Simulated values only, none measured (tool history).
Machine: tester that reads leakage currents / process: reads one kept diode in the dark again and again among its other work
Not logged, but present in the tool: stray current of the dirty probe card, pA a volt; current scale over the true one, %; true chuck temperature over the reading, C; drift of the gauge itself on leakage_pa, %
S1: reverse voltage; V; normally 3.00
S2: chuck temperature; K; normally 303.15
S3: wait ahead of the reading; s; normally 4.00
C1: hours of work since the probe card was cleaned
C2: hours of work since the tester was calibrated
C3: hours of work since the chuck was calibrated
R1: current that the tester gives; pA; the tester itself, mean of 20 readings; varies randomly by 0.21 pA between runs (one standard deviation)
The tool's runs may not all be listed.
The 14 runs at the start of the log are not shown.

| run | hour | S1 | S2 | S3 | C1 | C2 | C3 | R1 |
|---|---|---|---|---|---|---|---|---|
| 15 | 717.4 | 3.00 | 303.15 | 2.04 | 1791 | 2066 | 1690 | 59.96 |
| 16 | 774.2 | 3.00 | 303.15 | 2.04 | 1834 | 2108 | 1733 | 60.06 |
| 17 | 810.4 | 3.00 | 303.15 | 2.04 | 1861 | 2136 | 1760 | 59.54 |
| 18 | 880.4 | 3.00 | 303.15 | 2.04 | 1913 | 2188 | 1812 | 59.39 |
| 19 | 937.4 | 3.00 | 303.15 | 4.00 | 1956 | 2231 | 1855 | 59.20 |
| 20 | 1001.8 | 3.00 | 303.15 | 4.00 | 2005 | 2279 | 1903 | 59.07 |
| 21 | 1065.3 | 3.00 | 303.15 | 4.00 | 2052 | 2327 | 1951 | 58.83 |
| 22 | 1110.5 | 15.55 | 296.15 | 3.62 | 2086 | 2361 | 1985 | 91.86 |
|  | 1120.8 | probe card cleaned and baked |
| 23 | 1190.5 | 3.00 | 303.15 | 3.11 | 52 | 2419 | 2043 | 55.13 |
| 24 | 1259.2 | 3.00 | 303.15 | 8.14 | 104 | 2470 | 2094 | 54.88 |
|  | 1316.7 | chuck's temperature calibrated |
| 25 | 1326.1 | 3.00 | 303.15 | 8.14 | 153 | 2519 | 7 | 67.65 |
| 26 | 1371.7 | 3.00 | 316.15 | 0.77 | 187 | 2553 | 41 | 206.57 |
| 27 | 1430.3 | 3.00 | 313.15 | 4.00 | 231 | 2597 | 85 | 159.59 |
| 28 | 1511.0 | 3.00 | 314.15 | 0.80 | 291 | 2658 | 146 | 173.09 |
| 29 | 1592.2 | 1.15 | 315.15 | 0.41 | 352 | 2719 | 207 | 108.51 |
| 30 | 1642.5 | 1.15 | 315.15 | 0.41 | 390 | 2756 | 245 | 107.67 |
| 31 | 1699.1 | 3.00 | 294.15 | 4.41 | 433 | 2799 | 287 | 29.35 |
| 32 | 1740.1 | 13.15 | 329.15 | 4.41 | 463 | 2830 | 318 | 1307.82 |
| 33 | 1791.4 | 8.71 | 298.15 | 0.91 | 502 | 2868 | 356 | 79.09 |
| 34 | 1847.0 | 6.38 | 299.15 | 0.58 | 544 | 2910 | 398 | 71.78 |
| 35 | 1921.6 | 3.00 | 332.15 | 0.45 | 600 | 2966 | 454 | 693.22 |
| 36 | 1987.1 | 8.70 | 321.15 | 0.41 | 649 | 3015 | 503 | 545.47 |
| 37 | 2025.7 | 2.71 | 311.15 | 0.50 | 678 | 3044 | 532 | 123.12 |
| 38 | 2108.0 | 10.42 | 330.15 | 4.00 | 739 | 3106 | 594 | 1197.21 |

For run 39, what comes out?
| 39 | 2167.2 | 14.95 | 298.15 | 1.28 | 784 | 3150 | 638 | ? |

R1: 107.18 pA
On a tool with no hidden condition, and with the same random variation, this run would have come out at R1 105.87 pA.
